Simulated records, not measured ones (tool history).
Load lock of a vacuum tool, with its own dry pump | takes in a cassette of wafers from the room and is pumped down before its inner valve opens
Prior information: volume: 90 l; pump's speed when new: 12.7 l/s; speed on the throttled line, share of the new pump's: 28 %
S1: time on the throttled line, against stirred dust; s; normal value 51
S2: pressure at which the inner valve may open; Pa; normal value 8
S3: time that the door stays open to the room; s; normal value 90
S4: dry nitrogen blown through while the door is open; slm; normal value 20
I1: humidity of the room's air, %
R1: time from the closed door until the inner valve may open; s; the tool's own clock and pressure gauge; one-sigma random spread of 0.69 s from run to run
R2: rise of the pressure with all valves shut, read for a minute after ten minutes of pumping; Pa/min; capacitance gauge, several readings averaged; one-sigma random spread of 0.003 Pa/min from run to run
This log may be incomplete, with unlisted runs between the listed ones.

| run | day | S1 | S2 | S3 | S4 | I1 | R1 | R2 |
|---|---|---|---|---|---|---|---|---|
| 1 | 0.000 | 51 | 8 | 90 | 20 | 45.8 | 103.9 | 0.052 |
| 2 | 4.454 | 51 | 8 | 90 | 20 | 43.2 | 103.8 | 0.045 |
| 3 | 10.288 | 51 | 8 | 90 | 20 | 46.5 | 103.3 | 0.049 |
| 4 | 17.300 | 51 | 8 | 90 | 20 | 42.5 | 103.7 | 0.045 |
| 5 | 22.983 | 51 | 8 | 80 | 20 | 44.7 | 105.4 | 0.055 |
| 6 | 26.612 | 51 | 8 | 80 | 20 | 47.3 | 104.5 | 0.049 |
| 7 | 30.288 | 51 | 8 | 80 | 20 | 41.7 | 103.9 | 0.044 |
| 8 | 37.388 | 51 | 8 | 90 | 20 | 47.1 | 103.8 | 0.046 |
| 9 | 43.417 | 33 | 8 | 90 | 18 | 45.9 | 91.2 | 0.053 |
| 10 | 50.392 | 33 | 8 | 90 | 18 | 46.3 | 90.7 | 0.061 |
| 11 | 55.046 | 95 | 8 | 199 | 6 | 43.8 | 135.2 | 0.083 |
| 12 | 59.371 | 47 | 15 | 62 | 35 | 45.0 | 96.5 | 0.036 |
| 13 | 65.292 | 47 | 15 | 62 | 35 | 45.7 | 96.4 | 0.034 |
| 14 | 70.588 | 51 | 8 | 30 | 20 | 45.2 | 103.7 | 0.033 |
| 15 | 74.912 | 38 | 11 | 58 | 29 | 46.1 | 92.3 | 0.041 |

What if the next run were any one of these 4? Each begins from the tool's condition after run 15:
| A | 78.658 | 38 | 7 | 93 | 29 | 44.0 | ? | ? |
| B | 78.658 | 38 | 9 | 49 | 5 | 44.4 | ? | ? |
| C | 78.658 | 51 | 8 | 90 | 20 | 44.1 | ? | ? |
| D | 78.658 | 32 | 8 | 90 | 20 | 45.8 | ? | ? |

| run | R1 | R2 |
|---|---|---|
| A | 95.3 | 0.044 |
| B | 93.0 | 0.056 |
| C | 102.1 | 0.051 |
| D | 90.8 | 0.054 |
Take away the tool's hidden state, keep each run's random variation, and the runs would have read:
| run | R1 | R2 |
|---|---|---|
| A | 95.2 | 0.044 |
| B | 92.9 | 0.056 |
| C | 102.0 | 0.051 |
| D | 90.7 | 0.054 |
